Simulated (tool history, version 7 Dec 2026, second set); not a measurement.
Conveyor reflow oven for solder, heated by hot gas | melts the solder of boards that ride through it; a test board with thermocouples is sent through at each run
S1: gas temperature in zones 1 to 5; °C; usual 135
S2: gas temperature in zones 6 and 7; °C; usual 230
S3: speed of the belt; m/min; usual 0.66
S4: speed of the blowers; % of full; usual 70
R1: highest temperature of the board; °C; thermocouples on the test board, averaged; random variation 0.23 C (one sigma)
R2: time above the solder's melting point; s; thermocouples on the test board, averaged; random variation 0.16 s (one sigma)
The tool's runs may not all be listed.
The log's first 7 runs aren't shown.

run	hour	S1	S2	S3	S4	R1	R2
8	219.2	135	230	0.545	70	217.5	50.3
9	258.8	135	230	0.545	70	217.6	50.5
10	283.6	135	230	0.545	70	217.4	49.9
11	309.9	135	230	0.545	70	217.2	50.1
12	331.9	135	230	0.66	70	211.8	37
13	351.1	135	230	0.572	70	216	46.4
14	385.4	135	230	0.66	70	211.3	37
15	417.5	135	230	0.66	70	211.4	36.8
16	458.4	127	230	0.66	81	211.9	35.7
17	480.7	127	230	0.66	81	212.2	35.8
18	513.6	134	239	0.657	59	215.9	39.4
19	554.5	135	230	0.66	62	209.3	34.7
20	579.5	135	230	0.66	62	208.9	34.5
# hour 597.8: flux residue cleaned out of gas plates and filters
21	623.7	135	230	0.708	70	210.3	33.4
22	641.1	135	230	0.708	70	210.6	33.4
23	658.7	139	236	0.673	74	218.6	41.4
24	682.6	149	230	0.66	83	217	44.5
25	706.2	146	222	0.66	70	207	37.5
26	733.9	148	226	0.66	70	210.5	40.4
27	769.3	150	240	0.754	69	218.7	39.3
28	796.1	142	230	0.66	65	211.9	39.3
29	814.6	142	225	0.538	68	212.6	50.7
30	831.1	135	241	0.645	70	222.1	44

5 ways to go on from here, each from the tool as it stands after run 30. What would each give?
A	855.2	135	243	0.594	70	?	?
B	855.2	135	223	0.608	70	?	?
C	855.2	135	230	0.709	70	?	?
D	855.2	142	230	0.735	70	?	?
E	855.2	135	237	0.728	52	?	?

run	R1	R2
A	226.6	50.2
B	207.7	38
C	208.8	32.6
D	209.6	33.2
E	208.9	30.4
Without the tool's hidden state the same runs would have given:
run	R1	R2
A	230	51.3
B	211	40.2
C	212.1	34.5
D	212.9	35
E	212	32.2

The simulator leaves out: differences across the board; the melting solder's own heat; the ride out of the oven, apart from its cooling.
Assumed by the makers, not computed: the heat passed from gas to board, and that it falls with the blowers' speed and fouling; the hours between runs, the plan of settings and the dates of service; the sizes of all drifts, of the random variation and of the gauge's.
